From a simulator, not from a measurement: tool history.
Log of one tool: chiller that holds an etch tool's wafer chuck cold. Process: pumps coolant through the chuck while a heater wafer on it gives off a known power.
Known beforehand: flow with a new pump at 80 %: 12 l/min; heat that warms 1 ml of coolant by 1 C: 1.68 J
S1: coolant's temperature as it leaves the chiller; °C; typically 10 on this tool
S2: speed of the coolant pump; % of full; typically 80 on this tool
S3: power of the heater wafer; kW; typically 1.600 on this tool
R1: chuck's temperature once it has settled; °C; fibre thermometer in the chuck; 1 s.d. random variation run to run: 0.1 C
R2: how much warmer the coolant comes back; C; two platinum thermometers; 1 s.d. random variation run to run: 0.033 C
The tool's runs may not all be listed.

{"run": 1, "hour": 0.0, "S1": 10, "S2": 80, "S3": 1.6, "R1": 20.4, "R2": 4.79}
{"run": 2, "hour": 24.3, "S1": 10, "S2": 80, "S3": 1.6, "R1": 20.4, "R2": 4.73}
{"run": 3, "hour": 57.6, "S1": 10, "S2": 80, "S3": 1.6, "R1": 20.5, "R2": 4.79}
{"run": 4, "hour": 77.1, "S1": 10, "S2": 80, "S3": 1.6, "R1": 20.5, "R2": 4.84}
{"run": 5, "hour": 93.9, "S1": 10, "S2": 80, "S3": 1.6, "R1": 20.8, "R2": 4.77}
{"run": 6, "hour": 121.1, "S1": 10, "S2": 80, "S3": 1.6, "R1": 20.4, "R2": 4.81}
{"run": 7, "hour": 159.0, "S1": 10, "S2": 80, "S3": 1.6, "R1": 20.4, "R2": 4.92}
{"run": 8, "hour": 191.9, "S1": 13, "S2": 80, "S3": 1.6, "R1": 23.6, "R2": 4.88}
{"run": 9, "hour": 215.5, "S1": 7, "S2": 80, "S3": 1.6, "R1": 17.6, "R2": 4.94}
{"run": 10, "hour": 237.5, "S1": 7, "S2": 80, "S3": 1.6, "R1": 17.6, "R2": 4.87}
{"run": 11, "hour": 262.9, "S1": 7, "S2": 80, "S3": 1.6, "R1": 17.5, "R2": 4.91}
{"run": 12, "hour": 295.8, "S1": 10, "S2": 80, "S3": 1.511, "R1": 20.1, "R2": 4.67}
{"run": 13, "hour": 320.9, "S1": 10, "S2": 80, "S3": 1.511, "R1": 19.8, "R2": 4.68}
{"run": 14, "hour": 336.8, "S1": 10, "S2": 80, "S3": 1.511, "R1": 20.0, "R2": 4.75}
{"run": 15, "hour": 355.1, "S1": 10, "S2": 80, "S3": 1.398, "R1": 19.2, "R2": 4.4}
{"run": 16, "hour": 379.6, "S1": 10, "S2": 80, "S3": 1.6, "R1": 20.7, "R2": 5.03}
{"run": 17, "hour": 406.5, "S1": 10, "S2": 82, "S3": 1.35, "R1": 18.7, "R2": 4.18}
{"run": 18, "hour": 424.4, "S1": 10, "S2": 82, "S3": 1.35, "R1": 18.6, "R2": 4.18}
{"run": 19, "hour": 449.5, "S1": 10, "S2": 82, "S3": 1.35, "R1": 18.7, "R2": 4.19}
{"run": 20, "hour": 485.0, "S1": 10, "S2": 80, "S3": 1.153, "R1": 17.6, "R2": 3.72}
{"run": 21, "hour": 523.7, "S1": 11, "S2": 91, "S3": 1.6, "R1": 20.4, "R2": 4.43}
{"run": 22, "hour": 544.0, "S1": 11, "S2": 91, "S3": 1.6, "R1": 20.2, "R2": 4.47}
{"run": 23, "hour": 561.0, "S1": 10, "S2": 80, "S3": 1.38, "R1": 19.2, "R2": 4.42}
{"run": 24, "hour": 578.1, "S1": 10, "S2": 80, "S3": 1.38, "R1": 19.2, "R2": 4.49}
{"run": 25, "hour": 602.5, "S1": 19, "S2": 72, "S3": 2.323, "R1": 35.7, "R2": 8.04}
{"run": 26, "hour": 640.7, "S1": 19, "S2": 72, "S3": 2.323, "R1": 35.8, "R2": 8.14}
{"run": 27, "hour": 671.2, "S1": 19, "S2": 72, "S3": 1.641, "R1": 30.8, "R2": 5.93}
{"run": 28, "hour": 699.3, "S1": 19, "S2": 72, "S3": 1.641, "R1": 30.9, "R2": 5.87}
{"run": 29, "hour": 715.3, "S1": 3, "S2": 72, "S3": 1.641, "R1": 14.8, "R2": 5.86}

Run 30 is up next; what results do you expect?
{"run": 30, "hour": 753.1, "S1": 3, "S2": 62, "S3": 1.289, "R1": "?", "R2": "?"}

R1: 13.7 °C
R2: 5.49 C
Minus the tool's unlogged condition, the same run would have read R1 13.7 °C, R2 5.02 C.

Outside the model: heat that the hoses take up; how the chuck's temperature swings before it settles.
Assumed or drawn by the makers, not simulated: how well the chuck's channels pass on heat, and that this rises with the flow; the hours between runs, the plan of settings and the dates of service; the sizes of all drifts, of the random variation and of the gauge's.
